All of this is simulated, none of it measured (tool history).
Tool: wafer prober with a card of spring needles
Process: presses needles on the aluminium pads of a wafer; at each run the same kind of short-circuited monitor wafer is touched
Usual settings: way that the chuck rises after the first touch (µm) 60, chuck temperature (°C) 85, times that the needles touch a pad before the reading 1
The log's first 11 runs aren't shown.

run	hour	way that the chuck rises after the first touch (µm)	chuck temperature (°C)	times that the needles touch a pad before the reading	resistance of one needle with its contact and lead (mohm)	way that a needle slides on the pad (µm)
# hour 449.8: tips cleaned on abrasive film
12	458.0	70	85	1	194	18.29
# hour 484.3: tips cleaned on abrasive film
13	485.7	70	85	1	154	18.27
# hour 518.3: tips cleaned on abrasive film
14	536.1	70	85	1	234	18.29
# hour 545.5: height of the first contact set anew
# hour 554.6: tips cleaned on abrasive film
15	577.4	70	85	1	244	18.40
# hour 589.2: tips cleaned on abrasive film
16	609.0	70	85	1	241	18.36
# hour 625.0: tips cleaned on abrasive film
17	655.8	53	29	1	369	13.86
# hour 658.8: tips cleaned on abrasive film
18	690.5	53	29	1	363	13.87
# hour 693.8: tips cleaned on abrasive film
# hour 728.6: tips cleaned on abrasive film
19	747.0	53	29	1	321	13.82
# hour 766.0: tips cleaned on abrasive film
20	773.0	53	29	1	239	13.80
# hour 802.9: tips cleaned on abrasive film
21	822.0	60	66	1	269	15.60
# hour 827.3: height of the first contact set anew
# hour 837.3: tips cleaned on abrasive film
22	851.8	60	66	1	258	15.73
# hour 872.4: tips cleaned on abrasive film
23	877.8	60	74	2	176	15.76
# hour 908.9: tips cleaned on abrasive film
24	908.9	75	91	1	148	19.65
# hour 945.4: tips cleaned on abrasive film
25	964.7	54	42	1	299	14.12
# hour 983.2: tips cleaned on abrasive film
26	1012.2	54	42	2	269	14.10
# hour 1018.8: tips cleaned on abrasive film
# hour 1054.6: tips cleaned on abrasive film
27	1054.9	54	42	2	151	14.09
# hour 1090.1: tips cleaned on abrasive film
28	1093.1	54	42	2	171	14.06
# hour 1108.7: height of the first contact set anew
# hour 1128.9: tips cleaned on abrasive film
29	1135.2	54	42	2	189	14.17
# hour 1163.2: tips cleaned on abrasive film
30	1181.3	54	42	2	237	14.16
# hour 1198.1: tips cleaned on abrasive film
# hour 1234.7: tips cleaned on abrasive film
31	1241.9	53	47	1	232	13.88
# hour 1269.6: tips cleaned on abrasive film
32	1285.7	53	102	2	234	13.84

3 ways to go on from here, each from the tool as it stands after run 32. What would each give?
# hour 1304.7: tips cleaned on abrasive film
A	1319.6	64	61	1	?	?
# hour 1304.7: tips cleaned on abrasive film
B	1319.6	53	96	2	?	?
# hour 1304.7: tips cleaned on abrasive film
C	1319.6	48	117	2	?	?

run	resistance of one needle with its contact and lead (mohm)	way that a needle slides on the pad (µm)
A	249	16.72
B	240	13.83
C	256	12.53
Without the tool's hidden state the same runs would have given:
run	resistance of one needle with its contact and lead (mohm)	way that a needle slides on the pad (µm)
A	137	16.79
B	148	13.90
C	150	12.61
